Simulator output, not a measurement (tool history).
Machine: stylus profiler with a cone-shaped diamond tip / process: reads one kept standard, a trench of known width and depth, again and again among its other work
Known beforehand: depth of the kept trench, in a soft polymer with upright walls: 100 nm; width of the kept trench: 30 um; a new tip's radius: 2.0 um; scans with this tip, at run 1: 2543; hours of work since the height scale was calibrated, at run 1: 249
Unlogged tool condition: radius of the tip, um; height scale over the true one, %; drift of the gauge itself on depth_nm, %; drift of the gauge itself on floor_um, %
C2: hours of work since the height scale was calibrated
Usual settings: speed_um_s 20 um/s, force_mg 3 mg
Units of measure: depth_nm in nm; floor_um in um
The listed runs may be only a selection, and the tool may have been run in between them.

{"run": 1, "hour": 0.0, "speed_um_s": 20, "force_mg": 3, "scans with this tip": 2543, "C2": 249, "depth_nm": 101.62, "floor_um": 28.59}
{"run": 2, "hour": 14.5, "speed_um_s": 40, "force_mg": 3, "scans with this tip": 2619, "C2": 257, "depth_nm": 101.69, "floor_um": 28.46}
{"run": 3, "hour": 33.7, "speed_um_s": 40, "force_mg": 3, "scans with this tip": 2720, "C2": 267, "depth_nm": 101.56, "floor_um": 28.56}
{"run": 4, "hour": 46.8, "speed_um_s": 40, "force_mg": 3, "scans with this tip": 2789, "C2": 274, "depth_nm": 101.61, "floor_um": 28.45}
{"run": 5, "hour": 56.9, "speed_um_s": 40, "force_mg": 3, "scans with this tip": 2842, "C2": 279, "depth_nm": 101.59, "floor_um": 28.45}
{"run": 6, "hour": 69.8, "speed_um_s": 20, "force_mg": 3, "scans with this tip": 2910, "C2": 285, "depth_nm": 101.52, "floor_um": 28.56}
{"run": 7, "hour": 81.9, "speed_um_s": 20, "force_mg": 4, "scans with this tip": 2973, "C2": 292, "depth_nm": 102.1, "floor_um": 28.56}
{"run": 8, "hour": 101.6, "speed_um_s": 20, "force_mg": 3, "scans with this tip": 3076, "C2": 302, "depth_nm": 101.56, "floor_um": 28.55}
{"run": 9, "hour": 124.1, "speed_um_s": 11, "force_mg": 3, "scans with this tip": 3194, "C2": 313, "depth_nm": 101.76, "floor_um": 28.57}
{"hour": 126.0, "done": "height scale calibrated on a step standard"}
{"run": 10, "hour": 140.9, "speed_um_s": 11, "force_mg": 3, "scans with this tip": 3280, "C2": 8, "depth_nm": 101.6, "floor_um": 28.56}
{"run": 11, "hour": 160.2, "speed_um_s": 6, "force_mg": 3.29, "scans with this tip": 3381, "C2": 18, "depth_nm": 101.73, "floor_um": 28.57}
{"hour": 170.4, "done": "height scale calibrated on a step standard, once more"}
{"run": 12, "hour": 171.0, "speed_um_s": 23, "force_mg": 1.17, "scans with this tip": 3435, "C2": 0, "depth_nm": 100.92, "floor_um": 28.45}
{"run": 13, "hour": 189.4, "speed_um_s": 24, "force_mg": 4.36, "scans with this tip": 3531, "C2": 10, "depth_nm": 102.28, "floor_um": 28.51}
{"run": 14, "hour": 213.0, "speed_um_s": 27, "force_mg": 3, "scans with this tip": 3655, "C2": 22, "depth_nm": 101.77, "floor_um": 28.48}
{"run": 15, "hour": 231.9, "speed_um_s": 27, "force_mg": 3, "scans with this tip": 3754, "C2": 32, "depth_nm": 101.6, "floor_um": 28.54}
{"run": 16, "hour": 244.6, "speed_um_s": 76, "force_mg": 4.58, "scans with this tip": 3821, "C2": 38, "depth_nm": 102.31, "floor_um": 28.31}
{"run": 17, "hour": 260.0, "speed_um_s": 20, "force_mg": 1.67, "scans with this tip": 3902, "C2": 46, "depth_nm": 101.16, "floor_um": 28.48}

Hidden state or all else? Some run-to-run changes of depth_nm, split into what the settings, what came in and random variation would give without the hidden state, and what is left for the hidden state (with any gauge scatter that isn't in both results):
Run 11 -> 12: speed_um_s 6 -> 23, force_mg 3.29 -> 1.17, height scale calibrated on a step standard, once more. depth_nm -0.81 nm: hidden state +0.19, all else -1.
Run 12 -> 13: speed_um_s 23 -> 24, force_mg 1.17 -> 4.36. depth_nm +1.36 nm: hidden state +0, all else +1.36.

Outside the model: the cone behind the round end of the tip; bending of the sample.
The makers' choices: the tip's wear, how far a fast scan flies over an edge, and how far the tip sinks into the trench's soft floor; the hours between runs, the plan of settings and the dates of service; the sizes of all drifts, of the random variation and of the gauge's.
